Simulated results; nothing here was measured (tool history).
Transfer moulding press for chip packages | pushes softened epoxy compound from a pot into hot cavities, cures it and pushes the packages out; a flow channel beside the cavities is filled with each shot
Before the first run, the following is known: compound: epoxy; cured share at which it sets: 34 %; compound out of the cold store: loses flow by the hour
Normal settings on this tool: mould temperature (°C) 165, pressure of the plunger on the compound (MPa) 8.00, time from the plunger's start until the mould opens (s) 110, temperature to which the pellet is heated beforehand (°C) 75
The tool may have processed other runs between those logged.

run   hour  mould temperature (°C)  pressure of the plunger on the compound (MPa)  time from the plunger's start until the mould opens (s)  temperature to which the pellet is heated beforehand (°C)  incoming compound's hours out of the cold store  length that the compound runs in the flow channel (mm)  greatest force on the pins that push the packages out (N)
  1    0.0                     165                                           8.00                                                      110                                                         75                                             14.4                                                     655                                                        249
  2   31.2                     165                                           8.00                                                      149                                                         75                                             17.4                                                     647                                                        208
  3   57.7                     165                                           8.00                                                      149                                                         75                                             31.8                                                     608                                                        206
  4   88.1                     165                                           8.00                                                      149                                                         75                                             36.9                                                     595                                                        202
  5  101.1                     165                                           8.00                                                      149                                                         75                                             19.7                                                     641                                                        212
  6  129.1                     165                                           8.00                                                      149                                                         75                                             30.6                                                     609                                                        209
  7  145.5                     165                                           8.00                                                      149                                                         75                                             16.2                                                     651                                                        199
  8  160.8                     165                                           8.00                                                      149                                                         75                                              8.9                                                     671                                                        205
  9  176.2                     165                                           8.00                                                      110                                                         75                                             43.2                                                     579                                                        228
 10  193.7                     165                                           8.00                                                      110                                                         75                                              8.7                                                     674                                                        236
 11  213.1                     165                                           8.00                                                      110                                                         75                                             27.7                                                     617                                                        222
 12  240.0                     162                                           7.94                                                      110                                                         75                                             42.4                                                     586                                                        273
 13  259.3                     168                                           7.94                                                      103                                                         68                                             43.7                                                     564                                                        218
 14  285.7                     170                                           8.00                                                      132                                                         67                                             43.8                                                     563                                                        206
 15  310.6                     169                                           8.53                                                       99                                                         79                                             14.2                                                     663                                                        224
 16  338.1                     161                                           6.42                                                      110                                                         75                                             43.3                                                     529                                                        271
 17  359.3                     161                                           6.42                                                      110                                                         75                                             35.2                                                     549                                                        281
 18  382.9                     168                                           8.66                                                      113                                                         72                                             41.6                                                     596                                                        210
 19  410.8                     171                                           8.66                                                      113                                                         72                                             42.5                                                     586                                                        215
 20  442.2                     165                                           8.11                                                      110                                                         74                                             28.7                                                     623                                                        240
 21  457.8                     165                                           8.11                                                      110                                                         74                                             10.2                                                     675                                                        232

Withheld: 12 entries from between the runs. Position of each, and hidden state at the listed run before versus the listed run after:
From run 1 to run 2: mould's thermocouples calibrated (hour 12.0); cavities cleaned with cleaning compound and waxed (hour 17.7)
  true mould temperature over the reading, C: -0.03 -> -0.02; pressure that reaches the compound, % of what is set: 99.94 -> 99.92; grip of the stained cavities, % over clean ones': 1.2 -> 0.6
From run 3 to run 4: cavities cleaned with cleaning compound and waxed (hour 63.5)
  pressure that reaches the compound, % of what is set: 99.9 -> 99.88; grip of the stained cavities, % over clean ones': 1.4 -> 1
From run 5 to run 6: cavities cleaned with cleaning compound and waxed (hour 110.1)
  pressure that reaches the compound, % of what is set: 99.87 -> 99.86; grip of the stained cavities, % over clean ones': 1.3 -> 0.9
From run 7 to run 8: cavities cleaned with cleaning compound and waxed (hour 156.0)
  pressure that reaches the compound, % of what is set: 99.85 -> 99.84; grip of the stained cavities, % over clean ones': 1.4 -> 0.3
From run 10 to run 11: cavities cleaned with cleaning compound and waxed (hour 202.3)
  pressure that reaches the compound, % of what is set: 99.82 -> 99.8; grip of the stained cavities, % over clean ones': 1.4 -> 0.6
From run 12 to run 13: cavities cleaned with cleaning compound and waxed (hour 248.9)
  pressure that reaches the compound, % of what is set: 99.79 -> 99.77; grip of the stained cavities, % over clean ones': 1.4 -> 0.5
From run 14 to run 15: cavities cleaned with cleaning compound and waxed (hour 295.5)
  true mould temperature over the reading, C: -0.03 -> -0.04; pressure that reaches the compound, % of what is set: 99.76 -> 99.74; grip of the stained cavities, % over clean ones': 1.3 -> 0.7
From run 16 to run 17: cavities cleaned with cleaning compound and waxed (hour 341.2)
  pressure that reaches the compound, % of what is set: 99.72 -> 99.71; grip of the stained cavities, % over clean ones': 1.5 -> 0.7
From run 18 to run 19: cavities cleaned with cleaning compound and waxed (hour 387.2)
  pressure that reaches the compound, % of what is set: 99.7 -> 99.68; grip of the stained cavities, % over clean ones': 1.4 -> 0.9
From run 19 to run 20: plunger's sealing rings changed (hour 423.6); cavities cleaned with cleaning compound and waxed (hour 437.0)
  pressure that reaches the compound, % of what is set: 99.68 -> 99.97; grip of the stained cavities, % over clean ones': 0.9 -> 0.2
